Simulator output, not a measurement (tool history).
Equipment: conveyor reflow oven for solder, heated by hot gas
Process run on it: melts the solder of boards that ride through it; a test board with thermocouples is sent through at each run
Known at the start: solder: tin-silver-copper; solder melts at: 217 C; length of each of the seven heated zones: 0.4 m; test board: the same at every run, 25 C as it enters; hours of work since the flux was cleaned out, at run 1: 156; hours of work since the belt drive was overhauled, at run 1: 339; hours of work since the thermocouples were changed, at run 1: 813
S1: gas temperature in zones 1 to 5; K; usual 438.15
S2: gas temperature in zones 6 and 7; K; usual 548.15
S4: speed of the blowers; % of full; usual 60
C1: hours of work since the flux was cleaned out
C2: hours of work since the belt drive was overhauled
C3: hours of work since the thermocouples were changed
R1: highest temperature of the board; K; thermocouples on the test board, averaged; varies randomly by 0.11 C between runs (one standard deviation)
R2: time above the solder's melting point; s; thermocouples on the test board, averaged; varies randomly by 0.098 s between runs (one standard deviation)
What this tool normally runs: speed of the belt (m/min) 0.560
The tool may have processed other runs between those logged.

{"run": 1, "hour": 0.0, "S1": 438.15, "S2": 548.15, "speed of the belt (m/min)": 0.56, "S4": 60, "C1": 156, "C2": 339, "C3": 813, "R1": 526.65, "R2": 60.88}
{"run": 2, "hour": 50.4, "S1": 438.15, "S2": 548.15, "speed of the belt (m/min)": 0.56, "S4": 60, "C1": 178, "C2": 361, "C3": 835, "R1": 526.85, "R2": 60.78}
{"run": 3, "hour": 107.7, "S1": 438.15, "S2": 548.15, "speed of the belt (m/min)": 0.56, "S4": 60, "C1": 203, "C2": 386, "C3": 860, "R1": 526.45, "R2": 60.81}
{"run": 4, "hour": 164.0, "S1": 435.15, "S2": 548.15, "speed of the belt (m/min)": 0.56, "S4": 60, "C1": 227, "C2": 410, "C3": 885, "R1": 525.65, "R2": 59.0}
{"run": 5, "hour": 220.2, "S1": 435.15, "S2": 548.15, "speed of the belt (m/min)": 0.56, "S4": 60, "C1": 251, "C2": 435, "C3": 909, "R1": 525.75, "R2": 58.76}
{"hour": 246.8, "done": "flux residue cleaned out of gas plates and filters"}
{"run": 6, "hour": 275.7, "S1": 435.15, "S2": 548.15, "speed of the belt (m/min)": 0.56, "S4": 60, "C1": 13, "C2": 457, "C3": 931, "R1": 525.15, "R2": 58.0}
{"run": 7, "hour": 332.9, "S1": 435.15, "S2": 548.15, "speed of the belt (m/min)": 0.56, "S4": 60, "C1": 37, "C2": 481, "C3": 956, "R1": 525.05, "R2": 57.84}
{"run": 8, "hour": 371.0, "S1": 435.15, "S2": 548.15, "speed of the belt (m/min)": 0.56, "S4": 60, "C1": 54, "C2": 498, "C3": 972, "R1": 524.65, "R2": 57.74}
{"run": 9, "hour": 417.5, "S1": 438.15, "S2": 548.15, "speed of the belt (m/min)": 0.56, "S4": 60, "C1": 74, "C2": 518, "C3": 992, "R1": 525.45, "R2": 59.41}
{"run": 10, "hour": 445.7, "S1": 438.15, "S2": 549.15, "speed of the belt (m/min)": 0.665, "S4": 62, "C1": 86, "C2": 530, "C3": 1004, "R1": 518.35, "R2": 42.38}
{"hour": 471.7, "done": "flux residue cleaned out of gas plates and filters, once more"}
{"run": 11, "hour": 485.0, "S1": 438.15, "S2": 549.15, "speed of the belt (m/min)": 0.665, "S4": 62, "C1": 6, "C2": 545, "C3": 1019, "R1": 522.35, "R2": 46.86}
{"run": 12, "hour": 523.8, "S1": 426.15, "S2": 545.15, "speed of the belt (m/min)": 0.569, "S4": 60, "C1": 23, "C2": 562, "C3": 1036, "R1": 522.95, "R2": 52.98}
{"run": 13, "hour": 576.5, "S1": 426.15, "S2": 545.15, "speed of the belt (m/min)": 0.569, "S4": 60, "C1": 45, "C2": 585, "C3": 1059, "R1": 522.75, "R2": 52.7}
{"run": 14, "hour": 624.7, "S1": 444.15, "S2": 548.15, "speed of the belt (m/min)": 0.56, "S4": 54, "C1": 66, "C2": 606, "C3": 1080, "R1": 528.15, "R2": 64.14}
{"run": 15, "hour": 685.6, "S1": 435.15, "S2": 548.15, "speed of the belt (m/min)": 0.571, "S4": 65, "C1": 93, "C2": 632, "C3": 1106, "R1": 528.25, "R2": 60.53}
{"run": 16, "hour": 735.0, "S1": 435.15, "S2": 548.15, "speed of the belt (m/min)": 0.571, "S4": 65, "C1": 114, "C2": 653, "C3": 1128, "R1": 528.05, "R2": 60.13}
{"run": 17, "hour": 768.4, "S1": 453.15, "S2": 544.15, "speed of the belt (m/min)": 0.622, "S4": 88, "C1": 129, "C2": 668, "C3": 1142, "R1": 529.25, "R2": 62.53}
{"run": 18, "hour": 820.1, "S1": 426.15, "S2": 537.15, "speed of the belt (m/min)": 0.622, "S4": 88, "C1": 151, "C2": 690, "C3": 1164, "R1": 517.75, "R2": 44.38}

Take each entry between the runs: how does the hidden state at the last listed run before it differ from the hidden state at the first listed run after it?
Logged between run 5 and run 6: flux residue cleaned out of gas plates and filters (hour 246.8)
  heat that the gas passes to the board, % of a clean oven's: 92.3 -> 89.9; belt's true speed, % of the reading: 99.29 -> 99.26; true gas temperature in zones 6 and 7 over the reading, C: 2.7 -> 2.77
  difference, measured minus the result without the unlogged condition, R1: +0.50 -> -0.20 K; R2: +0.40 -> -0.32 s
Logged between run 10 and run 11: flux residue cleaned out of gas plates and filters, once more (hour 471.7)
  heat that the gas passes to the board, % of a clean oven's: 87.8 -> 99.5; belt's true speed, % of the reading: 99.17 -> 99.15; true gas temperature in zones 6 and 7 over the reading, C: 3.03 -> 3.08
  difference, measured minus the result without the unlogged condition, R1: -1.40 -> +2.70 K; R2: -1.62 -> +2.78 s
